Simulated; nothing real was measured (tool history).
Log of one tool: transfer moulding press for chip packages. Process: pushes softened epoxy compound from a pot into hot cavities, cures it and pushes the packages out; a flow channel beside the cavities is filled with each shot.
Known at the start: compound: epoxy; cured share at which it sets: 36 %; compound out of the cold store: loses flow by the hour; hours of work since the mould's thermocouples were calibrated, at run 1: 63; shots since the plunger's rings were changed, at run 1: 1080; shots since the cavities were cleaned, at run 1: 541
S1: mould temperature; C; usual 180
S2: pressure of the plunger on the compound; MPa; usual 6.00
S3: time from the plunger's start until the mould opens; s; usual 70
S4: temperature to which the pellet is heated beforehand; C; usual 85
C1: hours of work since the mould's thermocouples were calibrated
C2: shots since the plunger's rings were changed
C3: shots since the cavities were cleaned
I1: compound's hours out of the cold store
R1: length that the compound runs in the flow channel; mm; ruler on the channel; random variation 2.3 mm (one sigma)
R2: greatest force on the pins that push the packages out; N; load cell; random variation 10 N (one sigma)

Run 1, hour 0.0: usual settings; C1 63; C2 1080; C3 541; I1 22.8. Result: R1 676 mm, R2 707 N.
At hour 14.2: cavities cleaned with cleaning compound and waxed.
Run 2, hour 29.5: usual settings; C1 84; C2 1523; C3 243; I1 15.1. Result: R1 699 mm, R2 868 N.
Run 3, hour 57.7: usual settings; C1 105; C2 1967; C3 687; I1 44.0. Result: R1 605 mm, R2 828 N.
At hour 61.5: cavities cleaned with cleaning compound and waxed.
At hour 69.5: cavities cleaned with cleaning compound and waxed, once more.
Run 4, hour 76.4: usual settings; C1 116; C2 2215; C3 108; I1 41.1. Result: R1 610 mm, R2 545 N.
Run 5, hour 88.9: usual settings; C1 126; C2 2413; C3 306; I1 40.4. Result: R1 607 mm, R2 616 N.
Run 6, hour 102.1: usual settings; C1 135; C2 2621; C3 514; I1 42.9. Result: R1 599 mm, R2 700 N.
Run 7, hour 114.1: usual settings; C1 144; C2 2810; C3 703; I1 36.6. Result: R1 611 mm, R2 716 N.
At hour 117.8: cavities cleaned with cleaning compound and waxed.
Run 8, hour 133.7: usual settings; C1 158; C2 3097; C3 252; I1 19.8. Result: R1 660 mm, R2 617 N.
Run 9, hour 148.9: usual settings; C1 169; C2 3336; C3 491; I1 45.1. Result: R1 586 mm, R2 663 N.
At hour 154.0: plunger's sealing rings changed.
At hour 167.8: cavities cleaned with cleaning compound and waxed.
Run 10, hour 167.8: usual settings; C1 180; C2 195; C3 0; I1 30.2. Result: R1 663 mm, R2 521 N.
Run 11, hour 192.9: usual settings; C1 199; C2 592; C3 397; I1 24.2. Result: R1 682 mm, R2 645 N.
Run 12, hour 206.8: usual settings; C1 209; C2 811; C3 616; I1 39.8. Result: R1 630 mm, R2 698 N.
At hour 215.8: cavities cleaned with cleaning compound and waxed.
Run 13, hour 231.8: usual settings; C1 227; C2 1183; C3 254; I1 36.2. Result: R1 636 mm, R2 632 N.
Run 14, hour 260.5: usual settings; C1 248; C2 1635; C3 706; I1 13.6. Result: R1 701 mm, R2 726 N.
At hour 263.3: cavities cleaned with cleaning compound and waxed.
Run 15, hour 281.0: usual settings but S3 85 s, S4 90 C; C1 262; C2 1935; C3 280; I1 46.9. Result: R1 599 mm, R2 538 N.
Run 16, hour 308.3: usual settings but S3 85 s, S4 90 C; C1 283; C2 2367; C3 712; I1 46.0. Result: R1 593 mm, R2 621 N.
At hour 311.6: cavities cleaned with cleaning compound and waxed.
Run 17, hour 331.4: usual settings but S1 175 C, S2 7.28 MPa; C1 299; C2 2707; C3 311; I1 25.0. Result: R1 735 mm, R2 857 N.
Run 18, hour 352.2: usual settings but S1 176 C, S3 54 s, S4 89 C; C1 314; C2 3036; C3 640; I1 41.5. Result: R1 614 mm, R2 1450 N.
At hour 359.5: cavities cleaned with cleaning compound and waxed.
Run 19, hour 366.5: usual settings but S1 183 C, S2 6.31 MPa, S3 55 s, S4 88 C; C1 324; C2 3238; C3 109; I1 14.6. Result: R1 677 mm, R2 763 N.
At hour 375.9: plunger's sealing rings changed.
Run 20, hour 395.7: usual settings but S1 183 C, S2 6.31 MPa, S3 55 s, S4 88 C; C1 344; C2 313; C3 531; I1 42.4. Result: R1 632 mm, R2 808 N.
At hour 411.2: cavities cleaned with cleaning compound and waxed.
Run 21, hour 424.1: usual settings but S1 183 C, S2 6.31 MPa, S3 55 s, S4 88 C; C1 364; C2 737; C3 203; I1 46.2. Result: R1 615 mm, R2 736 N.
Run 22, hour 446.5: usual settings but S1 183 C, S2 6.31 MPa, S3 55 s, S4 88 C; C1 381; C2 1092; C3 558; I1 18.9. Result: R1 691 mm, R2 882 N.
At hour 460.0: cavities cleaned with cleaning compound and waxed.
Run 23, hour 465.8: usual settings but S1 183 C, S2 6.65 MPa, S3 69 s, S4 88 C; C1 394; C2 1373; C3 91; I1 30.3. Result: R1 673 mm, R2 493 N.
Run 24, hour 492.9: usual settings but S1 174 C, S2 5.45 MPa, S3 69 s, S4 86 C; C1 414; C2 1802; C3 520; I1 37.1. Result: R1 615 mm, R2 993 N.
At hour 508.2: cavities cleaned with cleaning compound and waxed.
Run 25, hour 522.2: usual settings but S1 174 C, S2 5.45 MPa, S3 69 s, S4 86 C; C1 435; C2 2240; C3 221; I1 25.7. Result: R1 641 mm, R2 909 N.
Run 26, hour 534.0: usual settings but S1 174 C, S2 5.45 MPa, S3 69 s, S4 86 C; C1 444; C2 2426; C3 407; I1 16.0. Result: R1 671 mm, R2 1020 N.
At hour 555.8: cavities cleaned with cleaning compound and waxed.
Run 27, hour 564.1: usual settings but S1 174 C, S2 5.45 MPa, S3 80 s, S4 79 C; C1 465; C2 2879; C3 132; I1 23.7. Result: R1 641 mm, R2 655 N.

Forecast each of these 4 alternatives for the next run:
Run A, hour 581.6: usual settings but S1 181 C, S2 4.90 MPa, S4 77 C; C1 478; C2 3154; C3 407; I1 28.1. Result: R1 ?, R2 ?.
Run B, hour 581.6: usual settings but S1 177 C, S2 7.02 MPa, S3 80 s, S4 84 C; C1 478; C2 3154; C3 407; I1 32.2. Result: R1 ?, R2 ?.
Run C, hour 581.6: usual settings but S1 174 C, S2 5.45 MPa, S3 75 s, S4 79 C; C1 478; C2 3154; C3 407; I1 38.5. Result: R1 ?, R2 ?.
Run D, hour 581.6: usual settings but S1 174 C, S2 4.59 MPa, S3 80 s, S4 79 C; C1 478; C2 3154; C3 407; I1 15.8. Result: R1 ?, R2 ?.

run   R1   R2
  A  570  634
  B  681  641
  C  595  804
  D  609  795
Without the tool's hidden state the same runs would have given:
run   R1   R2
  A  608  501
  B  728  508
  C  635  649
  D  650  641

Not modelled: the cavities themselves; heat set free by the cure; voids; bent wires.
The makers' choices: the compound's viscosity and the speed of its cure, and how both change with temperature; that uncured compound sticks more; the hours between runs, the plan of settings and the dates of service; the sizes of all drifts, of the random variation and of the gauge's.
